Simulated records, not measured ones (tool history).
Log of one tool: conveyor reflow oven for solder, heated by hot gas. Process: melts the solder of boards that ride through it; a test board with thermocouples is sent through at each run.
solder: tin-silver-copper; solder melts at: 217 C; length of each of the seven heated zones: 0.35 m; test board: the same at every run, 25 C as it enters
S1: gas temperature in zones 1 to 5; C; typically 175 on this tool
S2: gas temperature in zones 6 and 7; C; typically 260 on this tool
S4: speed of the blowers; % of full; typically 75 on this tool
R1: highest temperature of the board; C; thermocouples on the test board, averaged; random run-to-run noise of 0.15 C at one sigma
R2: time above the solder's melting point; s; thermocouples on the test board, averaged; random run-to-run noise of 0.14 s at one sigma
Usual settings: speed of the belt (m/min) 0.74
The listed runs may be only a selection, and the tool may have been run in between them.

run 1 day=0 | S1=175 S2=260 speed_of_the_belt_(m/min)=0.74 S4=75 | R1=247.8 R2=40.9
run 2 day=0.475 | S1=175 S2=260 speed_of_the_belt_(m/min)=0.74 S4=75 | R1=247.9 R2=40.9
run 3 day=1.112 | S1=175 S2=260 speed_of_the_belt_(m/min)=0.721 S4=75 | R1=248.6 R2=42.7
run 4 day=1.808 | S1=175 S2=260 speed_of_the_belt_(m/min)=0.721 S4=75 | R1=248.5 R2=42.4
run 5 day=2.35 | S1=175 S2=260 speed_of_the_belt_(m/min)=0.74 S4=75 | R1=248 R2=40.7
run 6 day=3.033 | S1=160 S2=274 speed_of_the_belt_(m/min)=0.652 S4=61 | R1=259.2 R2=48.9

The next listed run, before its measurement:
run 7 day=3.838 | S1=175 S2=260 speed_of_the_belt_(m/min)=0.85 S4=53 | R1=? R2=?

For run 7 the tool returned R1 237.9 C, R2 26.9 s.
Were there no unlogged condition in the tool, this run, its random variation unchanged, would have produced R1 238.1 C, R2 27.1 s.
